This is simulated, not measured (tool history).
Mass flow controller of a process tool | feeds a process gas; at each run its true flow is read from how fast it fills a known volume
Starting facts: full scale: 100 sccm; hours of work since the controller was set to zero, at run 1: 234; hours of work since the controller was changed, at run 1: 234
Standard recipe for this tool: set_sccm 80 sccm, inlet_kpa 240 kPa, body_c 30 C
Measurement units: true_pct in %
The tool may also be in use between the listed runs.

run    hour  set_sccm  inlet_kpa  body_c  hours of work since the controller was set to zero  hours of work since the controller was changed  true_pct
  1       0        80        240      30                                                 234                                             234    100.13
  2    68.1        80        240      30                                                 259                                             259     100.2
  3   131.1        80        240      39                                                 282                                             282    100.81
  4   196.7        80        240      39                                                 306                                             306    100.88
  5   237.3        80        240      39                                                 321                                             321    100.95
  6   272.5        80        240      39                                                 333                                             333    100.89
  7   319.1        52        240      39                                                 350                                             350    100.33
  8   358.2        52        240      39                                                 364                                             364    100.37
  9   423.2        52        240      39                                                 388                                             388    100.48
 10   491.9        52        240      39                                                 413                                             413    100.36
 11   563.9        80        240      25                                                 439                                             439    100.15
 12     631        80        240      21                                                 464                                             464     99.96
 13     699        80        217      30                                                 488                                             488    100.41
 14   777.6        80        217      30                                                 517                                             517     100.4
 15   816.6        80        217      30                                                 531                                             531    100.65
 16   857.3        80        217      30                                                 546                                             546    100.55
 17     903        80        154      30                                                 563                                             563    100.17
 18   964.8        80        154      30                                                 585                                             585    100.24
 19  1019.5        80        240      30                                                 605                                             605    100.84
     1049.2  -- gauge calibrated
 20  1093.4        80        158      30                                                 632                                             632      99.6
 21  1145.9        80        240      40                                                 651                                             651    100.87
 22  1221.1        80        240      40                                                 678                                             678    100.91
 23  1255.8        96        183      27                                                 691                                             691     99.98
 24  1294.3        80        195      30                                                 705                                             705     99.86
 25    1351        80        240      24                                                 725                                             725     99.99
 26  1426.8        80        240      24                                                 753                                             753     99.97
 27  1467.6        37        240      27                                                 768                                             768      99.3
 28  1499.6        44        143      30                                                 780                                             780     99.17
 29  1579.1        44        143      30                                                 808                                             808     99.11
 30  1658.6        44        143      30                                                 837                                             837     99.15
 31  1698.3        80        147      30                                                 852                                             852     99.98
     1742.1  -- gauge calibrated
 32  1753.7        80        160      30                                                 872                                             872     99.62
 33  1816.9        80        160      30                                                 895                                             895     99.49
 34  1887.1        48        160      30                                                 920                                             920     98.93
 35  1933.2        13        178      23                                                 937                                             937     98.13
 36  1995.5        80        181      32                                                 960                                             960    100.03
 37  2037.7        20        273      38                                                 975                                             975     99.79
 38  2091.7        61        188      38                                                 995                                             995    100.15
 39  2139.2        26        226      30                                                1012                                            1012     99.14
 40  2179.3        61        225      31                                                1027                                            1027     99.97
 41  2242.1        91        193      21                                                1050                                            1050     99.89

Across each entry between runs, compare the hidden state at the last listed run before it with the hidden state at the first listed run after it:
Logged between run 19 and run 20: gauge calibrated (hour 1049.2)
  drift of the gauge itself on true_pct, %: 0.63 -> 0.03
  measured value less the no-hidden-state value, true_pct: +0.63 -> +0.02 %
Logged between run 31 and run 32: gauge calibrated (hour 1742.1)
  drift of the gauge itself on true_pct, %: 0.4 -> 0.01
  measured value less the no-hidden-state value, true_pct: +0.4 -> +0.01 %

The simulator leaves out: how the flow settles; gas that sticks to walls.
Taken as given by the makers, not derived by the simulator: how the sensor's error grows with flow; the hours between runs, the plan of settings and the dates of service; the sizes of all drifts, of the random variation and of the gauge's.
